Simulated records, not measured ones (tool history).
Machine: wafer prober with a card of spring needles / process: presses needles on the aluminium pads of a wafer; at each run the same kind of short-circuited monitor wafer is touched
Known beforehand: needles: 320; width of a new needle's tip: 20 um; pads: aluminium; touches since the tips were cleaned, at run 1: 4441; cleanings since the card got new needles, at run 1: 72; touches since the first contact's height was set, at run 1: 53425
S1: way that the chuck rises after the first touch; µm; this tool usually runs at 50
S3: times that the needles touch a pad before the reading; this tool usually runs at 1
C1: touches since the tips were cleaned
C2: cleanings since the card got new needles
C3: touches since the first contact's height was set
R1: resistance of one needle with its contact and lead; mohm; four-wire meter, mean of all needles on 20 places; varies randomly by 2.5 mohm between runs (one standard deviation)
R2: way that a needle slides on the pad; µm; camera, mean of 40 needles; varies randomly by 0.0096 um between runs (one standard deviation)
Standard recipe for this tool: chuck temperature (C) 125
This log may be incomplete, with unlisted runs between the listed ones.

{"run": 1, "hour": 0.0, "S1": 50, "chuck temperature (C)": 125, "S3": 1, "C1": 4441, "C2": 72, "C3": 53425, "R1": 388, "R2": 10.655}
{"hour": 2.5, "done": "tips cleaned on abrasive film"}
{"hour": 16.6, "done": "tips cleaned on abrasive film"}
{"run": 2, "hour": 23.4, "S1": 50, "chuck temperature (C)": 125, "S3": 1, "C1": 2292, "C2": 74, "C3": 61247, "R1": 350, "R2": 10.63}
{"hour": 30.2, "done": "tips cleaned on abrasive film"}
{"hour": 43.1, "done": "height of the first contact set anew"}
{"hour": 45.1, "done": "tips cleaned on abrasive film"}
{"run": 3, "hour": 58.2, "S1": 50, "chuck temperature (C)": 125, "S3": 1, "C1": 4388, "C2": 76, "C3": 5037, "R1": 383, "R2": 10.791}
{"hour": 60.9, "done": "tips cleaned on abrasive film"}
{"hour": 77.2, "done": "tips cleaned on abrasive film"}
{"hour": 91.5, "done": "tips cleaned on abrasive film"}
{"run": 4, "hour": 91.8, "S1": 66, "chuck temperature (C)": 125, "S3": 1, "C1": 81, "C2": 79, "C3": 16244, "R1": 286, "R2": 14.172}
{"hour": 105.3, "done": "tips cleaned on abrasive film"}
{"run": 5, "hour": 114.2, "S1": 66, "chuck temperature (C)": 125, "S3": 1, "C1": 2998, "C2": 80, "C3": 23757, "R1": 325, "R2": 14.162}
{"hour": 120.9, "done": "tips cleaned on abrasive film"}
{"hour": 135.7, "done": "tips cleaned on abrasive film"}
{"run": 6, "hour": 137.9, "S1": 66, "chuck temperature (C)": 125, "S3": 1, "C1": 717, "C2": 82, "C3": 31657, "R1": 299, "R2": 14.137}
{"hour": 149.6, "done": "tips cleaned on abrasive film"}
{"hour": 163.6, "done": "tips cleaned on abrasive film"}
{"run": 7, "hour": 170.6, "S1": 66, "chuck temperature (C)": 125, "S3": 1, "C1": 2373, "C2": 84, "C3": 42613, "R1": 325, "R2": 14.107}
{"hour": 177.3, "done": "tips cleaned on abrasive film"}
{"hour": 191.5, "done": "tips cleaned on abrasive film"}
{"hour": 205.3, "done": "tips cleaned on abrasive film"}
{"run": 8, "hour": 212.6, "S1": 31, "chuck temperature (C)": 32, "S3": 3, "C1": 2454, "C2": 87, "C3": 56636, "R1": 352, "R2": 6.512}
{"hour": 220.7, "done": "tips cleaned on abrasive film"}
{"hour": 235.9, "done": "tips cleaned on abrasive film"}
{"hour": 248.1, "done": "height of the first contact set anew"}
{"hour": 250.4, "done": "tips cleaned on abrasive film"}
{"run": 9, "hour": 251.7, "S1": 31, "chuck temperature (C)": 31, "S3": 2, "C1": 419, "C2": 90, "C3": 1174, "R1": 316, "R2": 6.675}
{"hour": 267.0, "done": "tips cleaned on abrasive film"}
{"hour": 282.2, "done": "tips cleaned on abrasive film"}
{"run": 10, "hour": 282.2, "S1": 31, "chuck temperature (C)": 31, "S3": 2, "C1": 0, "C2": 92, "C3": 11366, "R1": 282, "R2": 6.641}
{"hour": 296.1, "done": "tips cleaned on abrasive film"}
{"hour": 310.7, "done": "tips cleaned on abrasive film"}
{"run": 11, "hour": 311.7, "S1": 31, "chuck temperature (C)": 31, "S3": 2, "C1": 322, "C2": 94, "C3": 21232, "R1": 300, "R2": 6.614}
{"hour": 326.0, "done": "tips cleaned on abrasive film"}
{"run": 12, "hour": 335.2, "S1": 50, "chuck temperature (C)": 69, "S3": 2, "C1": 3105, "C2": 95, "C3": 29127, "R1": 319, "R2": 10.7}
{"hour": 341.8, "done": "tips cleaned on abrasive film"}
{"hour": 355.2, "done": "tips cleaned on abrasive film"}
{"run": 13, "hour": 359.8, "S1": 50, "chuck temperature (C)": 69, "S3": 2, "C1": 1539, "C2": 97, "C3": 37320, "R1": 307, "R2": 10.67}
{"hour": 371.1, "done": "tips cleaned on abrasive film"}
{"hour": 386.0, "done": "tips cleaned on abrasive film"}
{"hour": 400.9, "done": "tips cleaned on abrasive film"}
{"run": 14, "hour": 400.9, "S1": 31, "chuck temperature (C)": 29, "S3": 2, "C1": 0, "C2": 100, "C3": 51043, "R1": 272, "R2": 6.519}

Run by run, hidden condition taken away, random variation retained:
The tool's hidden condition here consists of: debris on the tips, nm; way that the needles fall short of the set height, um; tips' diameter, um; drift of the gauge itself on contact_mohm, %; drift of the gauge itself on scrub_um, %.
run=1 R1=284 R2=10.798
run=2 R1=281 R2=10.801
run=3 R1=284 R2=10.808
run=4 R1=280 R2=14.238
run=5 R1=275 R2=14.243
run=6 R1=276 R2=14.247
run=7 R1=277 R2=14.247
run=8 R1=266 R2=6.703
run=9 R1=267 R2=6.686
run=10 R1=263 R2=6.686
run=11 R1=264 R2=6.688
run=12 R1=263 R2=10.790
run=13 R1=268 R2=10.789
run=14 R1=258 R2=6.689

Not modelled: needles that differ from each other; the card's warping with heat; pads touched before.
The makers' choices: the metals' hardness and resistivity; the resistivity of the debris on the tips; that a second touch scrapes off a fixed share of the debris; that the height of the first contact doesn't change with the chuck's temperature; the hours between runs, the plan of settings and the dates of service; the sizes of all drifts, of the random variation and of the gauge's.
